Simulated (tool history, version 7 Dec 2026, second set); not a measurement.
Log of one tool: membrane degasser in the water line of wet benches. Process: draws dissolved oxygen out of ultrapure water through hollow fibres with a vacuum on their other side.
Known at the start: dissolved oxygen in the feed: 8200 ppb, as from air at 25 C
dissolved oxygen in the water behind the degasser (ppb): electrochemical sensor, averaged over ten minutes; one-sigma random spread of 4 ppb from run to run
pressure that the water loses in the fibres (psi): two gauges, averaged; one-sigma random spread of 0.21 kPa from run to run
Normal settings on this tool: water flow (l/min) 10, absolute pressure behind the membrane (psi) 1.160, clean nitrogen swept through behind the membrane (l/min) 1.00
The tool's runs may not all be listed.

run	day	water flow (l/min)	absolute pressure behind the membrane (psi)	clean nitrogen swept through behind the membrane (l/min)	dissolved oxygen in the water behind the degasser (ppb)	pressure that the water loses in the fibres (psi)
1	0.000	10	1.160	1.00	417.4	6.812
2	2.000	10	1.160	1.66	366.5	6.866
3	3.571	10	1.160	1.66	370.3	6.844
4	4.638	10	1.160	1.66	371.3	6.825
5	6.000	10	1.160	1.66	365.8	6.854
6	7.983	10	1.160	1.66	378.3	6.836
7	9.967	10	1.160	1.66	360.9	6.839
# day 10.304: seals of the vacuum lines changed
8	11.262	10	2.344	1.00	579.3	6.891
9	12.612	10	2.344	1.00	580.4	6.860
10	14.296	10	2.344	1.00	567.5	6.792
11	16.083	10	2.344	1.00	584.8	6.866
12	17.212	10	2.344	2.35	421.2	6.870
13	18.633	10	2.344	2.35	425.7	6.846
14	19.917	10	2.344	2.35	426.3	6.892
15	21.733	10	1.160	1.00	405.8	6.853
16	23.717	10	1.160	1.00	407.4	6.883
17	24.925	10	1.302	1.00	430.1	6.862
18	27.146	7	1.160	2.30	164.9	4.821
19	28.738	12	0.876	0.44	574.9	8.173
20	30.358	12	0.951	0.44	611.8	8.182
21	32.471	12	0.951	0.44	600.3	8.211
# day 32.675: vacuum gauge calibrated
22	34.575	9	2.640	0.46	817.0	6.174
23	35.633	8	0.722	2.23	199.4	5.471
# day 36.367: vacuum gauge calibrated, once more
24	37.067	8	2.516	2.23	302.3	5.485
25	38.504	8	2.516	2.23	303.3	5.478
26	40.371	8	2.516	2.23	297.6	5.487
27	42.388	8	2.516	2.23	303.7	5.506
28	43.654	15	2.138	2.70	772.1	10.264
29	45.421	15	2.138	2.70	773.6	10.317
30	46.404	15	2.138	2.70	757.9	10.301
31	47.804	14	1.234	2.70	628.0	9.570

5 ways to go on from here, each from the tool as it stands after run 31. What would each give?
A	49.550	14	2.746	2.70	?	?
B	49.550	13	1.234	2.70	?	?
C	49.550	7	1.234	2.70	?	?
D	49.550	7	1.440	1.48	?	?
E	49.550	14	1.234	2.99	?	?

run	dissolved oxygen in the water behind the degasser (ppb)	pressure that the water loses in the fibres (psi)
A	743.3	9.690
B	555.7	8.994
C	164.2	4.791
D	209.2	4.847
E	618.2	9.662
Had the tool no hidden state, the same runs would have come out as:
run	dissolved oxygen in the water behind the degasser (ppb)	pressure that the water loses in the fibres (psi)
A	731.5	9.620
B	545.0	8.929
C	159.7	4.756
D	204.2	4.812
E	606.8	9.593

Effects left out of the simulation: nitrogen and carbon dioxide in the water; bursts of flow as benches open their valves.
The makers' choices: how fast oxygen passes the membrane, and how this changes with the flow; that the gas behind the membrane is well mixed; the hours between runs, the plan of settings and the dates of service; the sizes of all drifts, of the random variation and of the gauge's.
